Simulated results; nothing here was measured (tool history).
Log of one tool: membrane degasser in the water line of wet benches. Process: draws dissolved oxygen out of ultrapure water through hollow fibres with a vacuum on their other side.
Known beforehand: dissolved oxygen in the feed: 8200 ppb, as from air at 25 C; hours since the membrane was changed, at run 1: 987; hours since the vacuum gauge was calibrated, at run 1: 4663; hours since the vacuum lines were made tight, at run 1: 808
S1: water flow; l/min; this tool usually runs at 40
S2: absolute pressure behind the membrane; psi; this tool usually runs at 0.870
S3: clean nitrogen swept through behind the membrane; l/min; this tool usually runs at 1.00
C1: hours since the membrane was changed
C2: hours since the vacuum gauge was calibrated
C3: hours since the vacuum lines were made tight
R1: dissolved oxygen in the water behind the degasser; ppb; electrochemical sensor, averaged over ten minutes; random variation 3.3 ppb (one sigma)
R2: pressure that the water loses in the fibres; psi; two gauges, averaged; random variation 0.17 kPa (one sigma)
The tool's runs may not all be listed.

{"run": 1, "day": 0.0, "S1": 40, "S2": 0.87, "S3": 1.0, "C1": 987, "C2": 4663, "C3": 808, "R1": 344.8, "R2": 3.8}
{"day": 0.554, "done": "vacuum gauge calibrated"}
{"run": 2, "day": 3.292, "S1": 40, "S2": 0.87, "S3": 1.0, "C1": 1065, "C2": 66, "C3": 887, "R1": 337.2, "R2": 3.825}
{"run": 3, "day": 7.579, "S1": 40, "S2": 0.87, "S3": 2.54, "C1": 1168, "C2": 169, "C3": 990, "R1": 217.9, "R2": 3.828}
{"run": 4, "day": 12.962, "S1": 25, "S2": 0.87, "S3": 1.0, "C1": 1297, "C2": 298, "C3": 1119, "R1": 182.4, "R2": 2.361}
{"run": 5, "day": 17.296, "S1": 25, "S2": 0.87, "S3": 1.0, "C1": 1401, "C2": 402, "C3": 1223, "R1": 185.8, "R2": 2.395}
{"run": 6, "day": 23.312, "S1": 25, "S2": 0.87, "S3": 1.0, "C1": 1546, "C2": 546, "C3": 1367, "R1": 186.8, "R2": 2.408}
{"run": 7, "day": 26.621, "S1": 25, "S2": 0.867, "S3": 1.0, "C1": 1625, "C2": 626, "C3": 1447, "R1": 186.7, "R2": 2.408}
{"run": 8, "day": 31.754, "S1": 25, "S2": 0.867, "S3": 1.0, "C1": 1748, "C2": 749, "C3": 1570, "R1": 184.2, "R2": 2.413}
{"run": 9, "day": 36.488, "S1": 40, "S2": 0.87, "S3": 1.0, "C1": 1862, "C2": 862, "C3": 1684, "R1": 343.7, "R2": 3.825}
{"run": 10, "day": 42.746, "S1": 31, "S2": 0.87, "S3": 1.0, "C1": 2012, "C2": 1013, "C3": 1834, "R1": 247.9, "R2": 2.975}
{"run": 11, "day": 47.688, "S1": 31, "S2": 0.87, "S3": 1.0, "C1": 2131, "C2": 1131, "C3": 1952, "R1": 250.3, "R2": 2.981}
{"run": 12, "day": 51.229, "S1": 31, "S2": 0.87, "S3": 1.0, "C1": 2216, "C2": 1216, "C3": 2037, "R1": 245.4, "R2": 2.978}
{"run": 13, "day": 57.504, "S1": 31, "S2": 0.87, "S3": 1.0, "C1": 2366, "C2": 1367, "C3": 2188, "R1": 245.7, "R2": 2.975}
{"run": 14, "day": 62.154, "S1": 54, "S2": 0.87, "S3": 1.0, "C1": 2478, "C2": 1478, "C3": 2300, "R1": 510.7, "R2": 5.217}
{"run": 15, "day": 68.833, "S1": 54, "S2": 0.87, "S3": 1.0, "C1": 2638, "C2": 1639, "C3": 2460, "R1": 515.1, "R2": 5.195}
{"run": 16, "day": 75.325, "S1": 39, "S2": 0.87, "S3": 1.0, "C1": 2794, "C2": 1794, "C3": 2616, "R1": 337.4, "R2": 3.768}
{"run": 17, "day": 81.058, "S1": 39, "S2": 0.87, "S3": 1.0, "C1": 2931, "C2": 1932, "C3": 2753, "R1": 332.6, "R2": 3.778}
{"run": 18, "day": 88.325, "S1": 40, "S2": 0.87, "S3": 1.55, "C1": 3106, "C2": 2106, "C3": 2928, "R1": 284.7, "R2": 3.87}
{"run": 19, "day": 95.196, "S1": 40, "S2": 0.87, "S3": 1.55, "C1": 3271, "C2": 2271, "C3": 3093, "R1": 282.7, "R2": 3.867}
{"run": 20, "day": 99.888, "S1": 40, "S2": 1.652, "S3": 1.13, "C1": 3383, "C2": 2384, "C3": 3205, "R1": 686.2, "R2": 3.851}
{"run": 21, "day": 102.933, "S1": 40, "S2": 1.652, "S3": 1.13, "C1": 3456, "C2": 2457, "C3": 3278, "R1": 688.3, "R2": 3.884}
{"run": 22, "day": 109.692, "S1": 40, "S2": 1.652, "S3": 1.13, "C1": 3619, "C2": 2619, "C3": 3441, "R1": 674.7, "R2": 3.878}
{"run": 23, "day": 117.058, "S1": 24, "S2": 1.226, "S3": 0.51, "C1": 3795, "C2": 2796, "C3": 3617, "R1": 493.1, "R2": 2.3}
{"run": 24, "day": 121.412, "S1": 49, "S2": 0.935, "S3": 1.0, "C1": 3900, "C2": 2901, "C3": 3722, "R1": 493.5, "R2": 4.73}
{"run": 25, "day": 128.417, "S1": 49, "S2": 0.935, "S3": 1.0, "C1": 4068, "C2": 3069, "C3": 3890, "R1": 496.1, "R2": 4.789}
{"run": 26, "day": 131.642, "S1": 54, "S2": 0.853, "S3": 2.13, "C1": 4146, "C2": 3146, "C3": 3967, "R1": 399.3, "R2": 5.287}
{"run": 27, "day": 137.371, "S1": 54, "S2": 0.853, "S3": 2.13, "C1": 4283, "C2": 3284, "C3": 4105, "R1": 396.5, "R2": 5.304}
{"run": 28, "day": 144.192, "S1": 54, "S2": 0.853, "S3": 2.13, "C1": 4447, "C2": 3447, "C3": 4269, "R1": 390.3, "R2": 5.25}
{"run": 29, "day": 150.525, "S1": 40, "S2": 1.014, "S3": 2.97, "C1": 4599, "C2": 3599, "C3": 4421, "R1": 258.8, "R2": 3.9}

Difference, measured minus no-hidden-state, one row per run. Run-to-run variation is common to both terms; the gauge's own scatter need not be:
Hidden conditions of the tool in this case: membrane still open, %; true pressure behind the membrane over the reading, kPa; air that leaks in behind the membrane, l/min; drift of the gauge itself on oxygen_ppb, %; drift of the gauge itself on loss_of_pressure_kpa, %.
run=1 R1=+16.1 R2=+0.028
run=2 R1=+3.1 R2=+0.030
run=3 R1=+4.3 R2=+0.033
run=4 R1=+1.8 R2=+0.023
run=5 R1=+2.1 R2=+0.025
run=6 R1=+2.7 R2=+0.028
run=7 R1=+3.0 R2=+0.029
run=8 R1=+3.4 R2=+0.032
run=9 R1=+8.4 R2=+0.054
run=10 R1=+6.3 R2=+0.045
run=11 R1=+7.0 R2=+0.048
run=12 R1=+7.2 R2=+0.049
run=13 R1=+7.9 R2=+0.054
run=14 R1=+18.6 R2=+0.097
run=15 R1=+20.3 R2=+0.103
run=16 R1=+14.1 R2=+0.078
run=17 R1=+14.8 R2=+0.083
run=18 R1=+15.5 R2=+0.090
run=19 R1=+16.3 R2=+0.094
run=20 R1=+17.0 R2=+0.097
run=21 R1=+17.5 R2=+0.100
run=22 R1=+18.0 R2=+0.104
run=23 R1=+12.0 R2=+0.067
run=24 R1=+27.8 R2=+0.138
run=25 R1=+29.3 R2=+0.142
run=26 R1=+31.3 R2=+0.161
run=27 R1=+32.2 R2=+0.168
run=28 R1=+32.8 R2=+0.173
run=29 R1=+22.2 R2=+0.133
